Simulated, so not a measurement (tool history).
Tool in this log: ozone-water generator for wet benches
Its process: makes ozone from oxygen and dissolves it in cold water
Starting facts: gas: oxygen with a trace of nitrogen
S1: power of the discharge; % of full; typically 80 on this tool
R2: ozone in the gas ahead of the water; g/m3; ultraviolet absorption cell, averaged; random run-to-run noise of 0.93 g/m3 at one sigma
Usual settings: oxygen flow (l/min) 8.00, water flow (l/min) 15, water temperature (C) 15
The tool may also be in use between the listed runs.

{"run": 1, "day": 0.0, "S1": 80, "oxygen flow (l/min)": 8.0, "water flow (l/min)": 15, "water temperature (C)": 15, "dissolved ozone (ppm)": 28.1, "R2": 157.1}
{"run": 2, "day": 2.246, "S1": 80, "oxygen flow (l/min)": 8.0, "water flow (l/min)": 15, "water temperature (C)": 15, "dissolved ozone (ppm)": 27.9, "R2": 156.7}
{"run": 3, "day": 5.838, "S1": 80, "oxygen flow (l/min)": 8.0, "water flow (l/min)": 15, "water temperature (C)": 15, "dissolved ozone (ppm)": 27.7, "R2": 155.9}
{"run": 4, "day": 8.821, "S1": 80, "oxygen flow (l/min)": 8.0, "water flow (l/min)": 15, "water temperature (C)": 15, "dissolved ozone (ppm)": 28.1, "R2": 155.3}
{"run": 5, "day": 10.967, "S1": 80, "oxygen flow (l/min)": 11.17, "water flow (l/min)": 15, "water temperature (C)": 15, "dissolved ozone (ppm)": 27.2, "R2": 131.8}
{"run": 6, "day": 15.375, "S1": 80, "oxygen flow (l/min)": 11.17, "water flow (l/min)": 15, "water temperature (C)": 15, "dissolved ozone (ppm)": 26.8, "R2": 133.2}
{"run": 7, "day": 17.438, "S1": 80, "oxygen flow (l/min)": 10.46, "water flow (l/min)": 15, "water temperature (C)": 15, "dissolved ozone (ppm)": 27.1, "R2": 137.0}
{"run": 8, "day": 22.004, "S1": 80, "oxygen flow (l/min)": 10.46, "water flow (l/min)": 15, "water temperature (C)": 15, "dissolved ozone (ppm)": 27.1, "R2": 136.9}
{"run": 9, "day": 26.45, "S1": 80, "oxygen flow (l/min)": 8.0, "water flow (l/min)": 15, "water temperature (C)": 15, "dissolved ozone (ppm)": 27.6, "R2": 156.1}
{"run": 10, "day": 30.0, "S1": 80, "oxygen flow (l/min)": 8.0, "water flow (l/min)": 14, "water temperature (C)": 15, "dissolved ozone (ppm)": 28.9, "R2": 157.3}
{"run": 11, "day": 32.533, "S1": 80, "oxygen flow (l/min)": 8.0, "water flow (l/min)": 14, "water temperature (C)": 15, "dissolved ozone (ppm)": 28.9, "R2": 157.4}
{"run": 12, "day": 35.779, "S1": 80, "oxygen flow (l/min)": 8.0, "water flow (l/min)": 14, "water temperature (C)": 15, "dissolved ozone (ppm)": 29.3, "R2": 157.9}
{"run": 13, "day": 39.358, "S1": 80, "oxygen flow (l/min)": 8.0, "water flow (l/min)": 15, "water temperature (C)": 15, "dissolved ozone (ppm)": 28.2, "R2": 158.1}
{"run": 14, "day": 42.425, "S1": 80, "oxygen flow (l/min)": 8.0, "water flow (l/min)": 15, "water temperature (C)": 15, "dissolved ozone (ppm)": 27.7, "R2": 157.3}
{"run": 15, "day": 47.267, "S1": 80, "oxygen flow (l/min)": 8.0, "water flow (l/min)": 15, "water temperature (C)": 15, "dissolved ozone (ppm)": 28.0, "R2": 158.4}
{"run": 16, "day": 51.342, "S1": 80, "oxygen flow (l/min)": 5.88, "water flow (l/min)": 15, "water temperature (C)": 15, "dissolved ozone (ppm)": 28.2, "R2": 184.7}
{"run": 17, "day": 54.254, "S1": 80, "oxygen flow (l/min)": 5.88, "water flow (l/min)": 15, "water temperature (C)": 15, "dissolved ozone (ppm)": 28.6, "R2": 184.5}
{"run": 18, "day": 56.962, "S1": 80, "oxygen flow (l/min)": 5.88, "water flow (l/min)": 17, "water temperature (C)": 15, "dissolved ozone (ppm)": 26.2, "R2": 183.7}
{"run": 19, "day": 60.833, "S1": 80, "oxygen flow (l/min)": 5.88, "water flow (l/min)": 23, "water temperature (C)": 8, "dissolved ozone (ppm)": 22.7, "R2": 183.3}
{"run": 20, "day": 64.912, "S1": 57, "oxygen flow (l/min)": 9.63, "water flow (l/min)": 12, "water temperature (C)": 21, "dissolved ozone (ppm)": 20.7, "R2": 113.5}
{"day": 65.683, "done": "contactor cleaned"}
{"run": 21, "day": 67.292, "S1": 57, "oxygen flow (l/min)": 9.63, "water flow (l/min)": 12, "water temperature (C)": 21, "dissolved ozone (ppm)": 20.8, "R2": 112.4}
{"run": 22, "day": 71.012, "S1": 41, "oxygen flow (l/min)": 13.33, "water flow (l/min)": 17, "water temperature (C)": 11, "dissolved ozone (ppm)": 16.5, "R2": 77.4}

Run 23 comes next. What will it give?
{"run": 23, "day": 74.871, "S1": 80, "oxygen flow (l/min)": 13.9, "water flow (l/min)": 14, "water temperature (C)": 15, "dissolved ozone (ppm)": "?", "R2": "?"}

dissolved ozone (ppm): 26.4
R2: 122.6 g/m3
With no hidden state in the tool, this same run would have given dissolved ozone (ppm) 26.4, R2 120.4 g/m3.

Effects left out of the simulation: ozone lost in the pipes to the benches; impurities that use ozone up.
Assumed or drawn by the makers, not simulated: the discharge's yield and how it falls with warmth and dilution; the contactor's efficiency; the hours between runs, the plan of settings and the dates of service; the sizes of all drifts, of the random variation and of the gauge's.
